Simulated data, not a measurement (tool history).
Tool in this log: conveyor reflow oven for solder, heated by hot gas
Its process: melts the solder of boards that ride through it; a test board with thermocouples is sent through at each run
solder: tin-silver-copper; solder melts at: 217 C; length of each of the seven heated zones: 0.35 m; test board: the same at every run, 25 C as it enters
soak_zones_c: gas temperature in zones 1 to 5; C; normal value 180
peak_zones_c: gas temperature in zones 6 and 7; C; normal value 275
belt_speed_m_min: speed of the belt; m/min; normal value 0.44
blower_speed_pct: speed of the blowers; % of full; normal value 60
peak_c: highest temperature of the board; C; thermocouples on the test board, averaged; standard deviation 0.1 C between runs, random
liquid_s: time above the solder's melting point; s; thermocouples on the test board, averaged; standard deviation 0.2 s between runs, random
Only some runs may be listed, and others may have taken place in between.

run   hour  soak_zones_c  peak_zones_c  belt_speed_m_min  blower_speed_pct  peak_c  liquid_s
  1      0           180           275              0.44                60   256.5      77.6
  2   18.6           180           275              0.44                60   256.3      77.1
  3     27           180           275              0.44                60   256.5      77.2
  4   41.1           180           275              0.44                60   256.5      77.4
  5   54.9           195           275              0.44                60   259.3        88
  6   66.3           195           275              0.44                73   261.2      88.9
  7   81.5           190           275              0.44                60   258.3      83.8
      87.4  -- flux residue cleaned out of gas plates and filters
  8   94.3           190           275              0.44                60   261.7      86.9
  9  110.5           180           282              0.44                60     266      84.8
 10  126.1           180           275              0.44                60   259.9      80.7
 11  140.6           180           275              0.44                60   259.9        81
 12  149.9           180           275              0.44                60     260      80.6
 13  167.1           180           275              0.44                60   259.8      80.7
 14  183.1           180           275             0.376                68   265.2      99.5
 15  193.2           169           285             0.435                81   270.9      84.8
 16  205.9           172           263             0.361                72   254.9        93
 17  219.5           180           276             0.515                52   253.1      62.6
 18  227.8           180           276             0.515                52   253.2      62.5
 19    241           180           276             0.515                52   253.1      62.4
 20  252.7           170           275              0.44                60   257.9      74.8
 21    265           170           275              0.44                60   258.1      74.8

Alternative continuations, all from the tool just after run 21; predict every row:
  A  274.7           176           265              0.44                60       ?         ?
  B  274.7           182           280             0.499                60       ?         ?
  C  274.7           191           275             0.442                60       ?         ?

run  peak_c  liquid_s
  A   250.1      71.1
  B   259.7      71.3
  C   261.3      87.1
Stripped of hidden state, with their random variation kept, the same runs would have yielded:
run  peak_c  liquid_s
  A   250.4        71
  B   260.1      71.1
  C   261.6      86.6

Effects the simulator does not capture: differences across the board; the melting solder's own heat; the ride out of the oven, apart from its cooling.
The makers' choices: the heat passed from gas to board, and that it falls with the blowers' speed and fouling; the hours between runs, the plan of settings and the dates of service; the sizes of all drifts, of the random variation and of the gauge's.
